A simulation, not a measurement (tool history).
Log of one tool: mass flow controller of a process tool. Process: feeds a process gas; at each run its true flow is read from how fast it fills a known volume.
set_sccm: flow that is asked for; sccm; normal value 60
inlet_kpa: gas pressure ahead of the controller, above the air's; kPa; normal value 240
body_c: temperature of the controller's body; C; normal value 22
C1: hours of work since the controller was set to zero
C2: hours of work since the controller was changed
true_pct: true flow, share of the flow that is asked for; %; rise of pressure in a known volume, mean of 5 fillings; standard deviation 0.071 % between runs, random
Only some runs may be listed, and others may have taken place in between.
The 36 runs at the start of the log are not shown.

Run 37, hour 12978.1: usual settings but set_sccm 19 sccm, inlet_kpa 278 kPa, body_c 25 C; C1 354; C2 354. Result: true_pct 98 %.
Run 38, hour 13303.7: usual settings but set_sccm 68 sccm, inlet_kpa 271 kPa, body_c 37 C; C1 594; C2 594. Result: true_pct 97.51 %.
Run 39, hour 13709.2: usual settings but set_sccm 26 sccm, inlet_kpa 217 kPa, body_c 34 C; C1 892; C2 892. Result: true_pct 96.97 %.
Run 40, hour 13973.2: usual settings but set_sccm 24 sccm, body_c 26 C; C1 1086; C2 1086. Result: true_pct 97.6 %.
Run 41, hour 14412.5: usual settings but set_sccm 18 sccm, body_c 36 C; C1 1409; C2 1409. Result: true_pct 96.75 %.
Run 42, hour 14676.3: usual settings but set_sccm 18 sccm, body_c 36 C; C1 1603; C2 1603. Result: true_pct 96.68 %.
Run 43, hour 14914: usual settings but set_sccm 11 sccm, inlet_kpa 255 kPa; C1 1778; C2 1778. Result: true_pct 97.44 %.
Run 44, hour 15141.2: usual settings but set_sccm 11 sccm, inlet_kpa 255 kPa; C1 1945; C2 1945. Result: true_pct 97.38 %.
Run 45, hour 15545.5: usual settings but set_sccm 85 sccm, inlet_kpa 182 kPa, body_c 23 C; C1 2243; C2 2243. Result: true_pct 97.68 %.
Run 46, hour 15821.8: usual settings but set_sccm 83 sccm, inlet_kpa 186 kPa, body_c 26 C; C1 2446; C2 2446. Result: true_pct 97.44 %.
Run 47, hour 16089.6: usual settings but set_sccm 71 sccm, inlet_kpa 178 kPa; C1 2643; C2 2643. Result: true_pct 97.45 %.
Run 48, hour 16319.4: usual settings but set_sccm 71 sccm, inlet_kpa 178 kPa; C1 2812; C2 2812. Result: true_pct 97.37 %.
Run 49, hour 16761.4: usual settings but inlet_kpa 158 kPa, body_c 23 C; C1 3137; C2 3137. Result: true_pct 96.88 %.

Here are 3 independent what-if runs from the current tool condition. What would each one return?
Run A, hour 17131.6: usual settings but set_sccm 27 sccm, inlet_kpa 189 kPa, body_c 20 C; C1 3409; C2 3409. Result: true_pct ?.
Run B, hour 17131.6: usual settings but inlet_kpa 166 kPa; C1 3409; C2 3409. Result: true_pct ?.
Run C, hour 17131.6: usual settings but inlet_kpa 149 kPa, body_c 31 C; C1 3409; C2 3409. Result: true_pct ?.

run  true_pct
  A     96.81
  B     96.97
  C     96.47
Stripped of hidden state, with their random variation kept, the same runs would have yielded:
run  true_pct
  A     99.46
  B     99.64
  C     99.13

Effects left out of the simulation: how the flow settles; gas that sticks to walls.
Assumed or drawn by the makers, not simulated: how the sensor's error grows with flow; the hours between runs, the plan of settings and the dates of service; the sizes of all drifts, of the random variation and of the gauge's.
